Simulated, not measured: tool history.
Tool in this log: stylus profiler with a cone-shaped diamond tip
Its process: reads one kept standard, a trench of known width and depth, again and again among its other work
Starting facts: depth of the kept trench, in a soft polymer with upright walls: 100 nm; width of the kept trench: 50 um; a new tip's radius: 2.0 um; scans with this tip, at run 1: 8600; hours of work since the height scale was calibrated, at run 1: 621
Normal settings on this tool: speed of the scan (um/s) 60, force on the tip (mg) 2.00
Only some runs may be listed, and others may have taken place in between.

run	day	speed of the scan (um/s)	force on the tip (mg)	scans with this tip	hours of work since the height scale was calibrated	depth of the trench (Å)	width of the trench's floor (µm)
1	0.000	60	2.00	8600	621	1011.2	48.07
2	1.138	60	2.00	8879	641	1011.3	48.09
3	3.379	60	2.00	9429	681	1011.2	48.02
4	5.279	67	2.00	9895	715	1011.0	47.95
5	7.233	67	2.00	10375	750	1011.7	47.97
6	8.588	67	2.00	10707	773	1011.4	47.98
7	9.592	179	2.00	10953	791	1011.7	47.17
8	11.600	60	2.00	11446	827	1011.9	48.04
9	13.725	60	2.00	11967	865	1011.5	48.05
10	14.812	17	2.00	12234	884	1011.4	48.28
11	16.421	17	0.81	12629	912	1007.0	48.21
12	17.692	60	2.00	12942	935	1011.7	47.96
13	19.608	60	2.00	13411	969	1011.7	47.93
14	20.854	60	2.00	13717	991	1011.9	47.98
15	21.996	65	3.53	13997	1011	1016.3	48.00
16	23.033	17	2.00	14252	1030	1011.3	48.18
17	24.504	26	1.99	14613	1056	1012.0	48.16
18	26.646	60	5.43	15139	1094	1021.7	48.07
19	28.804	60	5.43	15668	1132	1021.7	48.08
20	31.021	139	1.34	16212	1171	1009.5	47.17
21	32.338	139	1.34	16535	1195	1009.6	47.14
22	33.479	139	1.34	16815	1215	1009.5	47.09
23	35.521	52	2.90	17316	1251	1015.3	47.95

5 ways to go on from here, each from the tool as it stands after run 23. What would each give?
A	36.871	26	2.90	17648	1275	?	?
B	36.871	122	1.42	17648	1275	?	?
C	36.871	65	3.71	17648	1275	?	?
D	36.871	69	0.87	17648	1275	?	?
E	36.871	226	3.28	17648	1275	?	?

run	depth of the trench (Å)	width of the trench's floor (µm)
A	1014.8	48.15
B	1010.0	47.23
C	1016.8	47.95
D	1008.0	47.55
E	1016.0	47.06
With no hidden state in the tool, these same runs would have given:
run	depth of the trench (Å)	width of the trench's floor (µm)
A	1012.6	48.65
B	1007.9	47.73
C	1014.7	48.45
D	1005.9	48.05
E	1013.9	47.56
